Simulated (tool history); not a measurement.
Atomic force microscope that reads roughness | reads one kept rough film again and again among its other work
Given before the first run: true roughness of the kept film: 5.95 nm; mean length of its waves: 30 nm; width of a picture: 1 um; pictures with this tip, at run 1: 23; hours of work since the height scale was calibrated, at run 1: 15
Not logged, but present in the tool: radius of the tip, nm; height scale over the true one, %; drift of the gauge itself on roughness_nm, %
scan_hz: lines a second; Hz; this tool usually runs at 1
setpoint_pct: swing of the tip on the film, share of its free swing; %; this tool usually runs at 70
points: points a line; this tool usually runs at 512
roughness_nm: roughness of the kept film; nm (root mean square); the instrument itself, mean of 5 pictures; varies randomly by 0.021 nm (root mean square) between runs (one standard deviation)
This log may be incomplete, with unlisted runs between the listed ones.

run    day  scan_hz  setpoint_pct  points  pictures with this tip  hours of work since the height scale was calibrated  roughness_nm
  1      0        1            70     512                      23                                                   15         5.036
  2  0.375        1            70     512                      38                                                   20         5.017
  3  0.671        1            70     272                      50                                                   24         4.982
  4  0.954        1            62     512                      61                                                   28         5.116
  5  1.183        1            62     512                      70                                                   32         5.108
  6  1.458        1            70     903                      81                                                   36          5.05
  7  1.842        1            70     903                      97                                                   41         5.005
  8  2.175        1            70     903                     110                                                   46         5.053
  9  2.367     0.69            70     512                     118                                                   49          5.06
 10  2.617     0.69            70     512                     128                                                   52         5.061
 11  2.888     0.69            70     512                     138                                                   56          5.07
 12  3.288     0.69            70     512                     154                                                   62         5.061
 13  3.675     0.69            74     297                     170                                                   68         5.007
 14  3.854      1.1            74     297                     177                                                   70         4.896
     3.962  -- new tip fitted
 15  4.212     3.98            76     356                       9                                                   75         4.248
 16  4.438     3.98            72     356                      18                                                   78         4.383
 17  4.746     2.58            82     956                      31                                                   83         4.378
 18  5.142     2.58            82     956                      47                                                   89         4.361
 19  5.308     2.58            82     956                      53                                                   91         4.339
 20  5.554     1.17            81     512                      63                                                   95          4.86
 21  5.912     1.17            81     512                      77                                                  100         4.857
 22  6.162     0.97            67     799                      87                                                  103         5.031
 23  6.525     3.27            80     332                     102                                                  109          4.22

Describe how what the log doesn't record of the tool's condition differs between the last listed run preceding each entry between runs and the first listed run following it.
In the gap between runs 14 and 15: new tip fitted (day 3.962)
  radius of the tip, nm: 5.1 -> 5

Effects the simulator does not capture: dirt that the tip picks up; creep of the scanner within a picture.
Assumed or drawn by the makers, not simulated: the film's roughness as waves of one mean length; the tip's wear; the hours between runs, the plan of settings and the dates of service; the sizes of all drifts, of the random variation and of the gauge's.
